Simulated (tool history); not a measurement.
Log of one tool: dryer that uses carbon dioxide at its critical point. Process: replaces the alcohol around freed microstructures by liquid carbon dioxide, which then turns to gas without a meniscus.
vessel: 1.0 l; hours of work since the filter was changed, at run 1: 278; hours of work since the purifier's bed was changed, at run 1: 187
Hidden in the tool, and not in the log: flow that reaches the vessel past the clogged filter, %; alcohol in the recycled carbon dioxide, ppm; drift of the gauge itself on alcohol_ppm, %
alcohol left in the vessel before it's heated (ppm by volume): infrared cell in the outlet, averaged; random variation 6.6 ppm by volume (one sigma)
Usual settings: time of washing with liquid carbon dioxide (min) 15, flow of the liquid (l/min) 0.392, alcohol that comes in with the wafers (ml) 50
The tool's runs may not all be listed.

run	hour	time of washing with liquid carbon dioxide (min)	flow of the liquid (l/min)	alcohol that comes in with the wafers (ml)	hours of work since the filter was changed	hours of work since the purifier's bed was changed	alcohol left in the vessel before it's heated (ppm by volume)
1	0.0	15	0.392	50	278	187	413
2	8.3	15	0.392	50	283	192	414
3	15.3	15	0.392	50	287	195	405
4	24.2	15	0.392	50	291	200	419
5	29.8	15	0.392	50	295	203	416
6	42.0	15	0.392	50	301	210	425
7	48.4	24	0.392	50	305	213	53
8	60.4	24	0.392	50	311	220	50
9	68.8	24	0.271	50	316	225	305
10	78.2	24	0.271	50	321	230	302
11	84.6	15	0.377	50	325	233	530
12	97.3	15	0.254	50	331	240	2498
13	104.6	15	0.570	50	335	244	73
14	116.4	15	0.570	50	342	251	69
15	130.2	15	0.570	50	350	258	68
16	136.8	15	0.570	50	353	262	69
17	144.7	15	0.392	50	357	266	447
18	152.4	15	0.392	50	362	270	435
19	161.1	15	0.392	50	366	275	440
20	172.1	15	0.392	35	372	281	325
21	178.4	15	0.392	35	376	285	331
22	187.5	15	0.361	50	381	290	663
23	193.6	15	0.392	50	384	293	468
24	202.2	15	0.392	60	389	298	550
25	212.4	12	0.291	60	394	303	3918
26	225.6	12	0.392	50	402	311	1146
27	234.9	15	0.392	61	407	316	565
28	243.3	12	0.392	61	411	320	1428
29	255.8	12	0.392	61	418	327	1418
30	265.0	17	0.348	50	423	332	479
31	275.4	17	0.348	50	429	338	486
32	281.8	17	0.439	32	433	341	120
33	293.4	17	0.439	32	439	348	120
34	306.9	15	0.287	24	446	355	857
35	316.2	15	0.352	24	451	360	400
36	327.4	14	0.392	50	457	366	667
37	337.8	23	0.392	26	463	372	54
38	350.8	10	0.392	65	470	379	2978
39	361.1	15	0.392	88	476	385	869
40	370.1	16	0.242	32	481	390	1721
41	375.7	16	0.242	32	484	393	1677
# hour 377.6: inlet filter changed
42	387.6	16	0.242	32	6	399	1249
43	396.5	16	0.242	32	10	404	1208
44	409.4	10	0.310	33	17	411	2323
45	415.3	15	0.539	23	21	414	60
46	423.1	10	0.376	43	25	418	1658

Hidden state or all else? Some run-to-run changes of alcohol left in the vessel before it's heated (ppm by volume), split into what the settings, what came in and random variation would give without the hidden state, and what is left for the hidden state (with any gauge scatter that isn't in both results):
Run 24 -> 25: time of washing with liquid carbon dioxide (min) 15 -> 12, flow of the liquid (l/min) 0.392 -> 0.291. alcohol left in the vessel before it's heated (ppm by volume) +3368: hidden state +695, all else +2673.
Run 25 -> 26: flow of the liquid (l/min) 0.291 -> 0.392, alcohol that comes in with the wafers (ml) 60 -> 50. alcohol left in the vessel before it's heated (ppm by volume) -2772: hidden state -542, all else -2230.
Run 37 -> 38: time of washing with liquid carbon dioxide (min) 23 -> 10, alcohol that comes in with the wafers (ml) 26 -> 65. alcohol left in the vessel before it's heated (ppm by volume) +2924: hidden state +852, all else +2072.
